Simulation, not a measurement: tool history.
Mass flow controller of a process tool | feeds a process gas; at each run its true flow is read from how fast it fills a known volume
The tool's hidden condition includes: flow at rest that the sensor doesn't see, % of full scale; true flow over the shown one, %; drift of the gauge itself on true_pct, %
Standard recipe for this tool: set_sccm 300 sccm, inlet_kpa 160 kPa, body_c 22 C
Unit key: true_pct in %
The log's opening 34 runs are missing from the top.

| run | hour | set_sccm | inlet_kpa | body_c | hours of work since the controller was set to zero | hours of work since the controller was changed | true_pct |
|---|---|---|---|---|---|---|---|
| 35 | 2880.4 | 300 | 167 | 30 | 464 | 2599 | 99.55 |
| 36 | 2932.4 | 302 | 167 | 30 | 481 | 2617 | 99.49 |
| 37 | 3035.5 | 302 | 167 | 30 | 516 | 2651 | 99.55 |
| 38 | 3135.9 | 302 | 167 | 30 | 550 | 2685 | 99.48 |
| 39 | 3214.4 | 345 | 167 | 30 | 576 | 2711 | 99.54 |
| 40 | 3281.1 | 345 | 167 | 30 | 598 | 2734 | 99.57 |
| 41 | 3387.8 | 345 | 167 | 30 | 634 | 2769 | 99.45 |
| 42 | 3461.0 | 345 | 167 | 30 | 659 | 2794 | 99.57 |
| 43 | 3564.5 | 345 | 167 | 30 | 693 | 2829 | 99.50 |
| 44 | 3657.4 | 250 | 167 | 30 | 724 | 2860 | 99.48 |
| 45 | 3782.2 | 102 | 210 | 21 | 766 | 2902 | 100.17 |
| 46 | 3907.7 | 487 | 168 | 39 | 808 | 2944 | 99.27 |
| 47 | 4021.0 | 104 | 151 | 23 | 846 | 2982 | 99.93 |

Predict each of these 5 candidate next runs independently; none follows another, all start after run 47:
| A | 4120.3 | 104 | 151 | 26 | 880 | 3015 | ? |
| B | 4120.3 | 57 | 151 | 23 | 880 | 3015 | ? |
| C | 4120.3 | 81 | 219 | 31 | 880 | 3015 | ? |
| D | 4120.3 | 295 | 198 | 26 | 880 | 3015 | ? |
| E | 4120.3 | 88 | 190 | 23 | 880 | 3015 | ? |

| run | true_pct |
|---|---|
| A | 99.85 |
| B | 100.58 |
| C | 100.05 |
| D | 99.76 |
| E | 100.15 |
Take away the tool's hidden state, keep each run's random variation, and the runs would have read:
| run | true_pct |
|---|---|
| A | 99.42 |
| B | 99.63 |
| C | 99.43 |
| D | 99.74 |
| E | 99.60 |

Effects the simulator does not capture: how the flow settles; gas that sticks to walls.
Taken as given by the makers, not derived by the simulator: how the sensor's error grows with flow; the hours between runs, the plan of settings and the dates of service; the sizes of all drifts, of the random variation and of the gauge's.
